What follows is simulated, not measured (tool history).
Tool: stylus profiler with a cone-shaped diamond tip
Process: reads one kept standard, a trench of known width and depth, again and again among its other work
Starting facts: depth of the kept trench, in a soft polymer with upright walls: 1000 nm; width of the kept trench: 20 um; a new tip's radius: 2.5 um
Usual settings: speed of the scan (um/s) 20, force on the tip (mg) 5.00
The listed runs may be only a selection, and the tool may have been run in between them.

run    day  speed of the scan (um/s)  force on the tip (mg)  depth of the trench (nm)  width of the trench's floor (µm)
  1  0.000                        20                   5.00                   1019.87                             15.76
  2  1.012                        20                   5.00                   1019.84                             15.81
  3  2.242                        20                   5.00                   1019.87                             15.72
  4  2.788                        20                   5.00                   1019.88                             15.76
  5  3.346                        60                   5.00                   1019.99                             15.54
  6  4.017                        20                   2.37                   1012.17                             15.70
  7  5.233                        20                   5.57                   1021.54                             15.75
  8  6.346                        17                   5.07                   1020.04                             15.73
  9  7.179                        17                   6.70                   1024.29                             15.77
 10  8.100                         5                   5.16                   1020.21                             15.79
 11  9.067                         5                   5.16                   1019.97                             15.82

4 ways to go on from here, each from the tool as it stands after run 11. What would each give?
  A  10.079                        48                  12.37                         ?                                 ?
  B  10.079                        17                   4.08                         ?                                 ?
  C  10.079                         5                   3.74                         ?                                 ?
  D  10.079                        62                   3.15                         ?                                 ?

run  depth of the trench (nm)  width of the trench's floor (µm)
  A                   1036.79                             15.62
  B                   1017.11                             15.67
  C                   1016.09                             15.77
  D                   1014.26                             15.48
Without the tool's hidden state the same runs would have given:
run  depth of the trench (nm)  width of the trench's floor (µm)
  A                   1037.32                             15.84
  B                   1017.63                             15.88
  C                   1016.60                             15.98
  D                   1014.78                             15.69

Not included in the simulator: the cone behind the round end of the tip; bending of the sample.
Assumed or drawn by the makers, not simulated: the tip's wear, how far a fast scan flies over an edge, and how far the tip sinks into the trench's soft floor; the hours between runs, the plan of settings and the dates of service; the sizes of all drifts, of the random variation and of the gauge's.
